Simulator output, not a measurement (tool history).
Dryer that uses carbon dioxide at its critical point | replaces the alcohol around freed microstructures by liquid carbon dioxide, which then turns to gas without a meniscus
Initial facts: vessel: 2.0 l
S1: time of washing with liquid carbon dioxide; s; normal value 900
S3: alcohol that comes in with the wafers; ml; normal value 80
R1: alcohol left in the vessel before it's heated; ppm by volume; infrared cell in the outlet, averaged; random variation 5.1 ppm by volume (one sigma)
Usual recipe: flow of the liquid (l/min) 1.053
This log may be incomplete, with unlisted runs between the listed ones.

run 1 day=0.000 | S1=900 flow_of_the_liquid_(l/min)=1.053 S3=80 | R1=180
run 2 day=2.175 | S1=900 flow_of_the_liquid_(l/min)=1.053 S3=80 | R1=192
run 3 day=3.521 | S1=900 flow_of_the_liquid_(l/min)=1.053 S3=80 | R1=201
run 4 day=5.700 | S1=900 flow_of_the_liquid_(l/min)=1.053 S3=80 | R1=205
run 5 day=7.367 | S1=900 flow_of_the_liquid_(l/min)=1.053 S3=80 | R1=220
run 6 day=8.658 | S1=540 flow_of_the_liquid_(l/min)=1.053 S3=80 | R1=1008
run 7 day=10.912 | S1=900 flow_of_the_liquid_(l/min)=1.053 S3=80 | R1=108
run 8 day=13.038 | S1=900 flow_of_the_liquid_(l/min)=1.053 S3=80 | R1=115
run 9 day=14.008 | S1=900 flow_of_the_liquid_(l/min)=1.053 S3=80 | R1=120
run 10 day=14.925 | S1=900 flow_of_the_liquid_(l/min)=1.053 S3=80 | R1=135
run 11 day=16.138 | S1=900 flow_of_the_liquid_(l/min)=1.053 S3=80 | R1=75
run 12 day=17.650 | S1=840 flow_of_the_liquid_(l/min)=1.060 S3=29 | R1=62
run 13 day=18.929 | S1=900 flow_of_the_liquid_(l/min)=0.940 S3=64 | R1=127
run 14 day=20.458 | S1=900 flow_of_the_liquid_(l/min)=0.940 S3=64 | R1=129
run 15 day=22.054 | S1=1140 flow_of_the_liquid_(l/min)=1.390 S3=23 | R1=43
run 16 day=23.238 | S1=1140 flow_of_the_liquid_(l/min)=1.390 S3=23 | R1=45
run 17 day=25.192 | S1=1080 flow_of_the_liquid_(l/min)=1.390 S3=83 | R1=59
run 18 day=26.754 | S1=1260 flow_of_the_liquid_(l/min)=0.690 S3=23 | R1=85
run 19 day=27.725 | S1=1260 flow_of_the_liquid_(l/min)=0.690 S3=23 | R1=86
run 20 day=29.783 | S1=1320 flow_of_the_liquid_(l/min)=1.520 S3=43 | R1=58

Removed from this log: 2 entries logged between the listed runs. Between which two listed runs does each belong, and how does the tool's hidden state at the listed run before it compare with that at the listed run after it?
Logged between run 5 and run 6: purifier's bed changed (day 8.021)
  flow that reaches the vessel past the clogged filter, %: 92 -> 91.6; alcohol in the recycled carbon dioxide, ppm: 127.6 -> 8.2
  difference, measured minus the result without the unlogged condition, R1: +158 -> +291 ppm by volume
Logged between run 10 and run 11: inlet filter changed (day 15.492)
  flow that reaches the vessel past the clogged filter, %: 89.5 -> 99.7; alcohol in the recycled carbon dioxide, ppm: 25.8 -> 28.9
  difference, measured minus the result without the unlogged condition, R1: +70 -> +25 ppm by volume
